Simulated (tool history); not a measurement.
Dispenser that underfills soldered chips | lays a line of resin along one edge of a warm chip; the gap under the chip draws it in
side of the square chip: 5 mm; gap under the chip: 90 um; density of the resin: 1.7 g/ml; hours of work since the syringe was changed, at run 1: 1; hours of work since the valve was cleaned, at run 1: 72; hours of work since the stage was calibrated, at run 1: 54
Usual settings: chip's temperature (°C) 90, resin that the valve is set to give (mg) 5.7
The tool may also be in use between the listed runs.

run,hour,chip's temperature (°C),resin that the valve is set to give (mg),hours of work since the syringe was changed,hours of work since the valve was cleaned,hours of work since the stage was calibrated,time until the resin shows at the far edge (s),resin that the valve gave (mg)
1,0,90,5.7,1,72,54,13.2,5.31
2,2.5,90,5.7,2,74,56,14.9,5.21
3,4.8,90,5.7,4,76,57,16.5,5.35
4,7,90,5.7,5,77,59,19.2,5.3
# hour 11.4: new syringe of resin
5,12,90,5.7,0,80,62,12.6,5.3
6,14.4,90,5.7,2,81,63,15,5.27
7,16.5,90,5.7,3,83,65,16.8,5.13
8,21.1,90,5.7,6,86,67,21.3,5.31
# hour 24: new syringe of resin
9,24.2,90,5.7,0,87,69,12.7,5.25
10,26.4,90,5.7,2,89,71,14.6,5.25
11,28.4,90,5.7,3,90,72,16.8,5.28
12,30.6,90,5.7,4,92,73,18.5,5.23
13,33,90,5.22,6,93,75,21,4.76
# hour 36.3: new syringe of resin
14,37,102,5.95,0,95,77,9.7,5.42
15,40.6,102,6.18,3,98,79,11.5,5.68
16,44.5,90,5.53,5,100,82,20,5.01
# hour 48.7: new syringe of resin
17,49.1,90,5.53,0,103,85,12.9,5.03
# hour 52.3: dispensing valve cleaned and set on the balance
18,54.1,90,5.53,3,1,87,16.3,5.61

Forecast run 19:
19,58.8,86,6.33,6,4,90,?,?

Run 19 gave time until the resin shows at the far edge (s) 21.8, resin that the valve gave (mg) 6.29.
Without the tool's hidden state the same run would have given time until the resin shows at the far edge (s) 13, resin that the valve gave (mg) 6.3.
